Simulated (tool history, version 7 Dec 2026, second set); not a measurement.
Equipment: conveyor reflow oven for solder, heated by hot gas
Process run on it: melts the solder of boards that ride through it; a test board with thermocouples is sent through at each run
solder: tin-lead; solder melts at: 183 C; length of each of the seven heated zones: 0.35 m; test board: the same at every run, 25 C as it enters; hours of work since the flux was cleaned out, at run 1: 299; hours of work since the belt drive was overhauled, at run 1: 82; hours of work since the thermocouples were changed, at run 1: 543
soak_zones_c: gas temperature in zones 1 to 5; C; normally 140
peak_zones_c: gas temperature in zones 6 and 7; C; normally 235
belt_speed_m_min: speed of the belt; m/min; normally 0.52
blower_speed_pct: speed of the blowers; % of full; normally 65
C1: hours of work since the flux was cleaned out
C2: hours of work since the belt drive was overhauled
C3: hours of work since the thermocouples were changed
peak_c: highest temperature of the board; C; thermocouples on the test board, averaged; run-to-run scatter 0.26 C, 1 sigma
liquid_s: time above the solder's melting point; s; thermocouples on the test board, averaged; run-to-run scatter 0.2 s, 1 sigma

{"run": 1, "hour": 0.0, "soak_zones_c": 140, "peak_zones_c": 235, "belt_speed_m_min": 0.52, "blower_speed_pct": 65, "C1": 299, "C2": 82, "C3": 543, "peak_c": 220.4, "liquid_s": 64}
{"run": 2, "hour": 14.1, "soak_zones_c": 140, "peak_zones_c": 235, "belt_speed_m_min": 0.52, "blower_speed_pct": 65, "C1": 307, "C2": 90, "C3": 551, "peak_c": 220.7, "liquid_s": 64.3}
{"run": 3, "hour": 29.5, "soak_zones_c": 140, "peak_zones_c": 235, "belt_speed_m_min": 0.52, "blower_speed_pct": 65, "C1": 316, "C2": 99, "C3": 560, "peak_c": 221, "liquid_s": 64}
{"hour": 45.7, "done": "flux residue cleaned out of gas plates and filters"}
{"run": 4, "hour": 47.2, "soak_zones_c": 140, "peak_zones_c": 235, "belt_speed_m_min": 0.52, "blower_speed_pct": 65, "C1": 1, "C2": 107, "C3": 567, "peak_c": 220.3, "liquid_s": 64.2}
{"run": 5, "hour": 53.4, "soak_zones_c": 140, "peak_zones_c": 235, "belt_speed_m_min": 0.52, "blower_speed_pct": 65, "C1": 5, "C2": 110, "C3": 571, "peak_c": 220.4, "liquid_s": 64.6}
{"run": 6, "hour": 65.1, "soak_zones_c": 140, "peak_zones_c": 235, "belt_speed_m_min": 0.52, "blower_speed_pct": 65, "C1": 11, "C2": 117, "C3": 578, "peak_c": 220.4, "liquid_s": 64.4}
{"run": 7, "hour": 78.4, "soak_zones_c": 140, "peak_zones_c": 235, "belt_speed_m_min": 0.52, "blower_speed_pct": 65, "C1": 19, "C2": 125, "C3": 586, "peak_c": 220.5, "liquid_s": 64.4}
{"run": 8, "hour": 88.9, "soak_zones_c": 140, "peak_zones_c": 235, "belt_speed_m_min": 0.52, "blower_speed_pct": 65, "C1": 25, "C2": 131, "C3": 592, "peak_c": 220.1, "liquid_s": 64.5}
{"run": 9, "hour": 99.3, "soak_zones_c": 140, "peak_zones_c": 235, "belt_speed_m_min": 0.52, "blower_speed_pct": 65, "C1": 31, "C2": 137, "C3": 598, "peak_c": 220.2, "liquid_s": 64.2}
{"run": 10, "hour": 112.9, "soak_zones_c": 140, "peak_zones_c": 234, "belt_speed_m_min": 0.52, "blower_speed_pct": 65, "C1": 39, "C2": 145, "C3": 606, "peak_c": 219.5, "liquid_s": 63.5}
{"run": 11, "hour": 121.8, "soak_zones_c": 140, "peak_zones_c": 239, "belt_speed_m_min": 0.52, "blower_speed_pct": 65, "C1": 45, "C2": 150, "C3": 611, "peak_c": 224.3, "liquid_s": 67.1}
{"run": 12, "hour": 135.4, "soak_zones_c": 140, "peak_zones_c": 239, "belt_speed_m_min": 0.52, "blower_speed_pct": 65, "C1": 53, "C2": 158, "C3": 619, "peak_c": 224.2, "liquid_s": 66.4}
{"run": 13, "hour": 142.0, "soak_zones_c": 145, "peak_zones_c": 232, "belt_speed_m_min": 0.52, "blower_speed_pct": 65, "C1": 56, "C2": 162, "C3": 623, "peak_c": 217.8, "liquid_s": 64.9}
{"run": 14, "hour": 151.5, "soak_zones_c": 145, "peak_zones_c": 232, "belt_speed_m_min": 0.52, "blower_speed_pct": 65, "C1": 62, "C2": 168, "C3": 628, "peak_c": 218.6, "liquid_s": 64.9}
{"run": 15, "hour": 165.9, "soak_zones_c": 140, "peak_zones_c": 249, "belt_speed_m_min": 0.485, "blower_speed_pct": 65, "C1": 70, "C2": 176, "C3": 637, "peak_c": 235.4, "liquid_s": 78.8}
{"run": 16, "hour": 175.6, "soak_zones_c": 153, "peak_zones_c": 235, "belt_speed_m_min": 0.575, "blower_speed_pct": 89, "C1": 76, "C2": 182, "C3": 643, "peak_c": 222, "liquid_s": 64.3}
{"run": 17, "hour": 190.9, "soak_zones_c": 148, "peak_zones_c": 235, "belt_speed_m_min": 0.535, "blower_speed_pct": 65, "C1": 85, "C2": 191, "C3": 652, "peak_c": 221.7, "liquid_s": 66}

Hidden condition of the tool, last listed run before each entry between runs versus first listed run after:
Between runs 3 and 4: flux residue cleaned out of gas plates and filters (hour 45.7)
  heat that the gas passes to the board, % of a clean oven's: 99.4 -> 99.9
